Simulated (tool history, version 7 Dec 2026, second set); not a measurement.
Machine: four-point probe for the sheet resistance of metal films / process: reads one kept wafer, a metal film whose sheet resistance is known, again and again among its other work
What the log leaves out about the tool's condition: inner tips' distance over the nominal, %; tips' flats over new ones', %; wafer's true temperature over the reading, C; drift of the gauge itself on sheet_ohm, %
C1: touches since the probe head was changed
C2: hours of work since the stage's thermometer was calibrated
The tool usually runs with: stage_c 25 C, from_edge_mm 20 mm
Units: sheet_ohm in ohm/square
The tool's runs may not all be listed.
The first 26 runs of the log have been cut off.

{"run": 27, "hour": 654.0, "stage_c": 21, "from_edge_mm": 23, "C1": 68021, "C2": 648, "sheet_ohm": 2.129479}
{"run": 28, "hour": 669.9, "stage_c": 22, "from_edge_mm": 29, "C1": 68754, "C2": 660, "sheet_ohm": 2.127441}
{"run": 29, "hour": 697.2, "stage_c": 22, "from_edge_mm": 29, "C1": 70024, "C2": 679, "sheet_ohm": 2.127796}
{"run": 30, "hour": 713.7, "stage_c": 34, "from_edge_mm": 29, "C1": 70786, "C2": 691, "sheet_ohm": 2.12003}
{"run": 31, "hour": 743.9, "stage_c": 30, "from_edge_mm": 29, "C1": 72187, "C2": 712, "sheet_ohm": 2.123417}
{"run": 32, "hour": 775.7, "stage_c": 20, "from_edge_mm": 26, "C1": 73659, "C2": 735, "sheet_ohm": 2.130105}
{"run": 33, "hour": 805.8, "stage_c": 20, "from_edge_mm": 26, "C1": 75055, "C2": 756, "sheet_ohm": 2.130297}
{"run": 34, "hour": 835.0, "stage_c": 20, "from_edge_mm": 26, "C1": 76408, "C2": 777, "sheet_ohm": 2.129523}
{"run": 35, "hour": 857.1, "stage_c": 18, "from_edge_mm": 11, "C1": 77436, "C2": 792, "sheet_ohm": 2.139636}
{"run": 36, "hour": 875.6, "stage_c": 18, "from_edge_mm": 54, "C1": 78294, "C2": 805, "sheet_ohm": 2.131314}
{"run": 37, "hour": 893.3, "stage_c": 18, "from_edge_mm": 24, "C1": 79110, "C2": 818, "sheet_ohm": 2.131944}
{"run": 38, "hour": 910.6, "stage_c": 24, "from_edge_mm": 14, "C1": 79916, "C2": 830, "sheet_ohm": 2.132046}
{"run": 39, "hour": 938.2, "stage_c": 21, "from_edge_mm": 73, "C1": 81196, "C2": 850, "sheet_ohm": 2.128077}
{"run": 40, "hour": 972.0, "stage_c": 24, "from_edge_mm": 73, "C1": 82762, "C2": 874, "sheet_ohm": 2.126963}
{"run": 41, "hour": 994.1, "stage_c": 25, "from_edge_mm": 5, "C1": 83786, "C2": 889, "sheet_ohm": 2.171748}
{"run": 42, "hour": 1018.7, "stage_c": 22, "from_edge_mm": 38, "C1": 84925, "C2": 907, "sheet_ohm": 2.128622}
{"run": 43, "hour": 1048.1, "stage_c": 22, "from_edge_mm": 11, "C1": 86291, "C2": 928, "sheet_ohm": 2.138341}
{"run": 44, "hour": 1063.6, "stage_c": 22, "from_edge_mm": 11, "C1": 87005, "C2": 939, "sheet_ohm": 2.137761}

Consider 4 possible next runs. They are alternatives, not a sequence: every one starts from the tool as it was left by run 44. What does each give?
{"run": "A", "hour": 1081.6, "stage_c": 21, "from_edge_mm": 60, "C1": 87842, "C2": 951, "sheet_ohm": "?"}
{"run": "B", "hour": 1081.6, "stage_c": 27, "from_edge_mm": 31, "C1": 87842, "C2": 951, "sheet_ohm": "?"}
{"run": "C", "hour": 1081.6, "stage_c": 31, "from_edge_mm": 33, "C1": 87842, "C2": 951, "sheet_ohm": "?"}
{"run": "D", "hour": 1081.6, "stage_c": 23, "from_edge_mm": 50, "C1": 87842, "C2": 951, "sheet_ohm": "?"}

run=A sheet_ohm=2.129681
run=B sheet_ohm=2.126533
run=C sheet_ohm=2.123636
run=D sheet_ohm=2.127673
With the hidden condition removed and each run's random variation left untouched, the same runs would have given:
run=A sheet_ohm=2.134584
run=B sheet_ohm=2.131472
run=C sheet_ohm=2.128595
run=D sheet_ohm=2.132587

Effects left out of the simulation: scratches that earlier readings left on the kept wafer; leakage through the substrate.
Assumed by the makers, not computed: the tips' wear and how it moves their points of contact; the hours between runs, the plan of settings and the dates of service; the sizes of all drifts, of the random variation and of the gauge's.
